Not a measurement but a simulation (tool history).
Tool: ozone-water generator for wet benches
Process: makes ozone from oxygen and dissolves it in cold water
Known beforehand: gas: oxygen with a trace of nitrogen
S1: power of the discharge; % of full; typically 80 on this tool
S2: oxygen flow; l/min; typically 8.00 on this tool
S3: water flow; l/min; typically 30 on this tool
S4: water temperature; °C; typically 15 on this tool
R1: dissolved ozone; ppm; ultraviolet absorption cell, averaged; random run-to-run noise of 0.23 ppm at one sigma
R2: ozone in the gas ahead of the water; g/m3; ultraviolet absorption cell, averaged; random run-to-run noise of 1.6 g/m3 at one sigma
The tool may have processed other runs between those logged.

run,hour,S1,S2,S3,S4,R1,R2
1,0.0,80,8.00,30,15,28.7,260.7
2,109.9,80,8.00,30,15,28.4,257.1
3,225.1,80,8.00,30,15,28.4,256.8
4,341.1,80,8.00,30,16,27.9,254.7
5,397.3,80,8.00,30,16,27.9,256.2
6,492.1,80,8.00,30,16,27.8,255.0
7,599.5,80,4.39,30,15,23.5,310.7
8,709.1,80,4.39,30,15,23.1,308.0
9,825.2,80,4.39,30,15,23.2,305.4
10,919.4,80,4.39,30,15,23.0,311.5
11,997.0,80,6.64,30,15,26.2,266.2
12,1066.9,80,8.00,30,15,27.3,251.0
# hour 1143.8: contactor cleaned
13,1198.8,57,8.00,30,15,24.5,214.8
14,1334.5,57,8.00,30,15,24.3,213.1
15,1413.6,57,8.00,30,15,24.2,212.9
16,1529.5,80,12.40,30,15,30.5,215.0
17,1600.6,56,13.02,21,14,34.3,179.9
18,1668.1,48,7.36,21,14,30.1,202.3
19,1750.1,48,7.36,21,14,30.2,203.2
20,1814.7,80,8.00,33,10,27.4,244.3
21,1944.4,80,8.00,33,10,27.0,242.6
22,2017.6,50,4.61,48,21,10.5,238.7
23,2126.7,50,4.61,48,21,10.6,239.5
24,2185.1,65,6.32,30,14,24.1,236.4
25,2287.4,82,6.32,30,12,26.8,263.2
26,2357.1,81,8.00,19,15,39.3,242.4
27,2487.6,80,10.13,30,9,30.8,219.3
28,2545.2,88,8.00,25,15,32.8,249.5
29,2608.7,80,4.45,23,10,30.9,287.4
30,2737.6,60,4.45,23,15,25.8,253.5
31,2832.6,80,11.71,30,15,28.6,208.5
32,2896.3,80,11.71,30,15,28.4,206.0

For each run, the measured value with the value that run would have given without the tool's hidden condition subtracted. The run-to-run variation is shared by both, the gauge scatter possibly not:
What the log doesn't record here: yield of the discharge, % of new electrodes'; contactor's efficiency, % of a clean one's; true water temperature over the reading, C; drift of the gauge itself on ozone_ppm, %; drift of the gauge itself on gas_g_m3, %.
run,R1,R2
1,-5.5,-39.4
2,-5.6,-39.9
3,-5.8,-40.7
4,-5.8,-41.5
5,-5.8,-42.1
6,-6.0,-42.8
7,-5.2,-53.6
8,-5.2,-54.3
9,-5.3,-55.0
10,-5.3,-57.1
11,-6.3,-49.7
12,-6.5,-47.4
13,-4.1,-35.0
14,-4.2,-35.7
15,-4.3,-36.1
16,-6.7,-44.5
17,-6.2,-31.3
18,-5.1,-32.5
19,-5.2,-33.0
20,-6.3,-53.4
21,-6.3,-54.4
22,-2.0,-42.0
23,-2.0,-43.0
24,-5.3,-49.9
25,-6.8,-63.7
26,-10.1,-58.9
27,-8.0,-54.4
28,-9.0,-65.3
29,-8.3,-72.8
30,-6.1,-56.3
31,-8.0,-54.6
32,-8.1,-54.8

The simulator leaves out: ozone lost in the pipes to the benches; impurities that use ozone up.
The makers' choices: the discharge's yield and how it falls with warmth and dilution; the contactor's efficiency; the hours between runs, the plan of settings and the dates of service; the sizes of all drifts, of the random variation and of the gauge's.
